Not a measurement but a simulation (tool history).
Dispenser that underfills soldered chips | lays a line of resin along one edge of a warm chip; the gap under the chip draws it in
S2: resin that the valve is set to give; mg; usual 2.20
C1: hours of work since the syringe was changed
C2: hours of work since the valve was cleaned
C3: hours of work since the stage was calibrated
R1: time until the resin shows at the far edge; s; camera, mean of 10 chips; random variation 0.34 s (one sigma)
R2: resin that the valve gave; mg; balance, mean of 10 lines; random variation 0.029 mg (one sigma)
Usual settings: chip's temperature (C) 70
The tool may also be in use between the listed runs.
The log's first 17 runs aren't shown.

At hour 84.6: new syringe of resin.
Run 18, hour 85.1: usual settings but chip's temperature (C) 67; C1 0; C2 109; C3 162. Result: R1 17.9 s, R2 1.99 mg.
Run 19, hour 90.4: usual settings but chip's temperature (C) 56, S2 2.49 mg; C1 4; C2 112; C3 165. Result: R1 32.0 s, R2 2.24 mg.
At hour 93.7: new syringe of resin.
Run 20, hour 94.0: usual settings but chip's temperature (C) 82, S2 2.07 mg; C1 0; C2 114; C3 167. Result: R1 9.7 s, R2 1.93 mg.
Run 21, hour 97.2: usual settings but chip's temperature (C) 57, S2 2.34 mg; C1 2; C2 116; C3 169. Result: R1 30.0 s, R2 2.10 mg.
At hour 99.3: dispensing valve cleaned and set on the balance.
At hour 104.1: new syringe of resin.
Run 22, hour 104.1: usual settings but chip's temperature (C) 63, S2 2.51 mg; C1 0; C2 3; C3 173. Result: R1 20.2 s, R2 2.52 mg.
Run 23, hour 108.3: usual settings but chip's temperature (C) 56, S2 2.15 mg; C1 3; C2 5; C3 175. Result: R1 30.4 s, R2 2.14 mg.
At hour 113.2: new syringe of resin.
Run 24, hour 113.7: usual settings but chip's temperature (C) 75, S2 2.10 mg; C1 0; C2 9; C3 179. Result: R1 12.8 s, R2 2.08 mg.
Run 25, hour 118.3: usual settings but chip's temperature (C) 74, S2 2.37 mg; C1 3; C2 11; C3 181. Result: R1 14.5 s, R2 2.40 mg.
At hour 122.3: new syringe of resin.
Run 26, hour 122.3: usual settings but chip's temperature (C) 57, S2 2.37 mg; C1 0; C2 14; C3 184. Result: R1 26.5 s, R2 2.36 mg.
Run 27, hour 128.8: usual settings but chip's temperature (C) 57, S2 2.37 mg; C1 4; C2 18; C3 188. Result: R1 30.3 s, R2 2.37 mg.
At hour 131.5: new syringe of resin.
Run 28, hour 134.8: usual settings but chip's temperature (C) 58, S2 2.45 mg; C1 2; C2 21; C3 191. Result: R1 27.0 s, R2 2.40 mg.
At hour 140.9: new syringe of resin.
Run 29, hour 141.0: usual settings but chip's temperature (C) 78, S2 2.34 mg; C1 0; C2 25; C3 195. Result: R1 11.4 s, R2 2.28 mg.
Run 30, hour 145.6: usual settings but chip's temperature (C) 78, S2 2.34 mg; C1 3; C2 28; C3 198. Result: R1 11.7 s, R2 2.30 mg.
Run 31, hour 148.9: usual settings but chip's temperature (C) 67, S2 2.80 mg; C1 5; C2 30; C3 200. Result: R1 20.0 s, R2 2.75 mg.
At hour 150.0: new syringe of resin.
Run 32, hour 155.8: usual settings but chip's temperature (C) 56, S2 1.99 mg; C1 4; C2 34; C3 204. Result: R1 33.2 s, R2 1.94 mg.
At hour 159.2: new syringe of resin.
Run 33, hour 162.0: usual settings but chip's temperature (C) 77, S2 2.85 mg; C1 2; C2 38; C3 208. Result: R1 12.0 s, R2 2.77 mg.
At hour 168.4: new syringe of resin.
Run 34, hour 168.5: usual settings but chip's temperature (C) 77, S2 2.85 mg; C1 0; C2 41; C3 211. Result: R1 11.7 s, R2 2.73 mg.
Run 35, hour 173.1: usual settings but chip's temperature (C) 61, S2 2.66 mg; C1 3; C2 44; C3 214. Result: R1 24.7 s, R2 2.55 mg.

Forecast each of these 5 alternatives for the next run:
At hour 177.5: new syringe of resin.
Run A, hour 180.1: usual settings but chip's temperature (C) 80, S2 2.17 mg; C1 2; C2 49; C3 219. Result: R1 ?, R2 ?.
At hour 177.5: new syringe of resin.
Run B, hour 180.1: usual settings but chip's temperature (C) 55, S2 2.64 mg; C1 2; C2 49; C3 219. Result: R1 ?, R2 ?.
At hour 177.5: new syringe of resin.
Run C, hour 180.1: usual settings but chip's temperature (C) 73, S2 2.39 mg; C1 2; C2 49; C3 219. Result: R1 ?, R2 ?.
At hour 177.5: new syringe of resin.
Run D, hour 180.1: usual settings but chip's temperature (C) 58, S2 2.78 mg; C1 2; C2 49; C3 219. Result: R1 ?, R2 ?.
At hour 177.5: new syringe of resin.
Run E, hour 180.1: usual settings but chip's temperature (C) 85, S2 2.36 mg; C1 2; C2 49; C3 219. Result: R1 ?, R2 ?.

run    R1    R2
  A  10.8  2.09
  B  30.7  2.51
  C  14.1  2.28
  D  27.3  2.64
  E   9.0  2.29
Without the tool's hidden state the same runs would have given:
run    R1    R2
  A  10.4  2.18
  B  30.0  2.62
  C  13.7  2.37
  D  26.7  2.76
  E   8.7  2.39

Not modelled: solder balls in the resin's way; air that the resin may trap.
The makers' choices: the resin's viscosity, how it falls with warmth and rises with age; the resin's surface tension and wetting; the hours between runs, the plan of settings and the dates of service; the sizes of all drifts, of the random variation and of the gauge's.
